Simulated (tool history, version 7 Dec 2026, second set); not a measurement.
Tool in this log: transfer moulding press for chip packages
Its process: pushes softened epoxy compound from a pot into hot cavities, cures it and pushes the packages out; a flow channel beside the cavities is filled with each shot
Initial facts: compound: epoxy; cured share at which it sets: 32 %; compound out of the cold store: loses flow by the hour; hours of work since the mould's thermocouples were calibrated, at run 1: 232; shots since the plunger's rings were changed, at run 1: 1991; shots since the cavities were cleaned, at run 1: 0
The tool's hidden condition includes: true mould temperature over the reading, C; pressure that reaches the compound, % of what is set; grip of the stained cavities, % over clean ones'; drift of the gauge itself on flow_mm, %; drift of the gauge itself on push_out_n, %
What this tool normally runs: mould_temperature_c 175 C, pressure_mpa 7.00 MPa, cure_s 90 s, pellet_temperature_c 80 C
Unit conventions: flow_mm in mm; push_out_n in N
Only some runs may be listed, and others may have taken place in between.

| run | hour | mould_temperature_c | pressure_mpa | cure_s | pellet_temperature_c | hours of work since the mould's thermocouples were calibrated | shots since the plunger's rings were changed | shots since the cavities were cleaned | incoming compound's hours out of the cold store | flow_mm | push_out_n |
|---|---|---|---|---|---|---|---|---|---|---|---|
| 1 | 0.0 | 175 | 7.00 | 90 | 80 | 232 | 1991 | 0 | 10.6 | 844 | 289 |
| 2 | 5.7 | 175 | 7.00 | 90 | 80 | 235 | 2060 | 69 | 42.0 | 731 | 305 |
| 3 | 14.1 | 175 | 7.00 | 90 | 72 | 240 | 2162 | 171 | 9.2 | 826 | 383 |
| 4 | 25.4 | 175 | 7.00 | 90 | 72 | 247 | 2299 | 308 | 25.4 | 773 | 413 |
| 5 | 33.4 | 175 | 7.00 | 90 | 72 | 252 | 2396 | 405 | 34.5 | 756 | 441 |
| 6 | 41.8 | 175 | 7.00 | 90 | 80 | 257 | 2498 | 507 | 40.4 | 729 | 473 |
| 7 | 51.5 | 175 | 5.30 | 90 | 80 | 263 | 2616 | 625 | 13.6 | 701 | 516 |
|  | 59.4 | cavities cleaned with cleaning compound and waxed |
| 8 | 63.1 | 175 | 7.00 | 90 | 80 | 270 | 2739 | 45 | 44.1 | 707 | 299 |
| 9 | 74.2 | 175 | 7.00 | 90 | 80 | 276 | 2873 | 179 | 44.2 | 699 | 371 |
| 10 | 84.4 | 175 | 7.00 | 90 | 80 | 283 | 2997 | 303 | 11.9 | 797 | 437 |
| 11 | 89.8 | 175 | 7.00 | 90 | 80 | 286 | 3062 | 368 | 11.8 | 807 | 448 |
| 12 | 95.5 | 175 | 7.00 | 90 | 90 | 289 | 3132 | 438 | 36.7 | 731 | 444 |
| 13 | 105.2 | 175 | 7.00 | 90 | 90 | 295 | 3250 | 556 | 25.8 | 761 | 485 |
| 14 | 111.8 | 175 | 7.00 | 90 | 90 | 300 | 3330 | 636 | 8.6 | 813 | 515 |
|  | 118.4 | cavities cleaned with cleaning compound and waxed |
| 15 | 118.5 | 175 | 7.00 | 90 | 90 | 303 | 3393 | 1 | 23.7 | 763 | 293 |
| 16 | 127.8 | 178 | 7.00 | 106 | 80 | 308 | 3506 | 114 | 44.4 | 684 | 300 |
| 17 | 140.4 | 174 | 5.82 | 102 | 76 | 316 | 3658 | 266 | 44.2 | 645 | 371 |
|  | 143.3 | mould's thermocouples calibrated |
| 18 | 150.2 | 175 | 7.88 | 90 | 80 | 4 | 3754 | 362 | 47.7 | 734 | 428 |
| 19 | 162.6 | 175 | 7.00 | 90 | 74 | 12 | 3904 | 512 | 26.8 | 753 | 496 |
| 20 | 171.3 | 175 | 7.00 | 90 | 74 | 17 | 4009 | 617 | 43.0 | 690 | 513 |
|  | 179.4 | cavities cleaned with cleaning compound and waxed |
| 21 | 184.9 | 175 | 7.00 | 90 | 74 | 25 | 4156 | 66 | 26.4 | 737 | 349 |
|  | 195.7 | mould's thermocouples calibrated, once more |
| 22 | 198.6 | 176 | 6.11 | 89 | 73 | 2 | 4299 | 209 | 42.9 | 630 | 350 |
| 23 | 207.4 | 175 | 5.37 | 107 | 80 | 7 | 4405 | 315 | 44.8 | 592 | 346 |
|  | 219.7 | plunger's sealing rings changed |
| 24 | 220.8 | 177 | 5.37 | 102 | 80 | 14 | 14 | 448 | 16.1 | 734 | 386 |
| 25 | 230.8 | 176 | 7.00 | 90 | 80 | 20 | 135 | 569 | 10.3 | 859 | 484 |
| 26 | 237.3 | 176 | 7.00 | 90 | 80 | 24 | 214 | 648 | 16.3 | 835 | 486 |
|  | 243.3 | cavities cleaned with cleaning compound and waxed |
| 27 | 251.0 | 175 | 7.00 | 90 | 86 | 32 | 362 | 94 | 42.6 | 749 | 313 |
| 28 | 263.2 | 181 | 8.73 | 73 | 88 | 39 | 510 | 242 | 29.8 | 868 | 396 |

Table of differences, measured result less the result of that run with no hidden state. Run-to-run variation is the same in both. Gauge scatter possibly is not:
| run | flow_mm | push_out_n |
|---|---|---|
| 1 | -32 | +13 |
| 2 | -30 | +49 |
| 3 | -35 | +107 |
| 4 | -35 | +149 |
| 5 | -36 | +179 |
| 6 | -37 | +206 |
| 7 | -38 | +242 |
| 8 | -40 | +35 |
| 9 | -41 | +101 |
| 10 | -50 | +158 |
| 11 | -52 | +175 |
| 12 | -47 | +185 |
| 13 | -52 | +218 |
| 14 | -57 | +239 |
| 15 | -54 | +20 |
| 16 | -51 | +57 |
| 17 | -50 | +122 |
| 18 | -57 | +167 |
| 19 | -62 | +220 |
| 20 | -58 | +242 |
| 21 | -65 | +64 |
| 22 | -63 | +100 |
| 23 | -60 | +122 |
| 24 | -4 | +158 |
| 25 | -7 | +210 |
| 26 | -8 | +218 |
| 27 | -9 | +47 |
| 28 | -13 | +118 |
